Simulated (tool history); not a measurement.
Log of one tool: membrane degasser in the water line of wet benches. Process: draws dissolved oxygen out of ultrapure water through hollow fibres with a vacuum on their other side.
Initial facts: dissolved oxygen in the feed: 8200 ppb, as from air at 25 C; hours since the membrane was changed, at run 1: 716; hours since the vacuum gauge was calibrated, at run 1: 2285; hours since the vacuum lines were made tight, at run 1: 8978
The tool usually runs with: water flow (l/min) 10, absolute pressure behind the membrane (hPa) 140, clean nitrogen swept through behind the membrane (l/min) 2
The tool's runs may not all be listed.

run   hour  water flow (l/min)  absolute pressure behind the membrane (hPa)  clean nitrogen swept through behind the membrane (l/min)  hours since the membrane was changed  hours since the vacuum gauge was calibrated  hours since the vacuum lines were made tight  dissolved oxygen in the water behind the degasser (ppb)  pressure that the water loses in the fibres (hPa)
  1      0                  10                                          140                                                         2                                   716                                         2285                                          8978                                                    147.4                                              350.7
      48.2  -- seals of the vacuum lines changed
  2   48.2                  10                                          140                                                      0.89                                   762                                         2331                                             0                                                    280.6                                              349.5
  3   75.9                  10                                          140                                                         2                                   790                                         2358                                            28                                                    135.5                                              350.9
  4  101.5                  10                                          313                                                         2                                   815                                         2384                                            53                                                      335                                                347
     105.4  -- vacuum gauge calibrated
  5  148.7                  10                                          128                                                         2                                   862                                           43                                           100                                                    122.5                                              353.1
  6  175.8                  12                                          107                                                       2.3                                   889                                           70                                           127                                                    100.1                                              419.7
  7  211.2                  13                                          149                                                      3.01                                   924                                          106                                           162                                                      130                                              455.8
  8  260.4                  13                                          149                                                       0.9                                   974                                          155                                           212                                                    388.6                                              454.7
  9  300.1                  13                                          149                                                       0.9                                  1013                                          195                                           251                                                    391.2                                              457.3

The next listed run, before its measurement:
 10  325.6                  10                                          104                                                      1.42                                  1039                                          220                                           277                                                        ?                                                  ?

dissolved oxygen in the water behind the degasser (ppb): 126.7
pressure that the water loses in the fibres (hPa): 349.9
With the hidden condition absent and the run-to-run variation left alone, this run would have shown dissolved oxygen in the water behind the degasser (ppb) 122.5, pressure that the water loses in the fibres (hPa) 347.9.

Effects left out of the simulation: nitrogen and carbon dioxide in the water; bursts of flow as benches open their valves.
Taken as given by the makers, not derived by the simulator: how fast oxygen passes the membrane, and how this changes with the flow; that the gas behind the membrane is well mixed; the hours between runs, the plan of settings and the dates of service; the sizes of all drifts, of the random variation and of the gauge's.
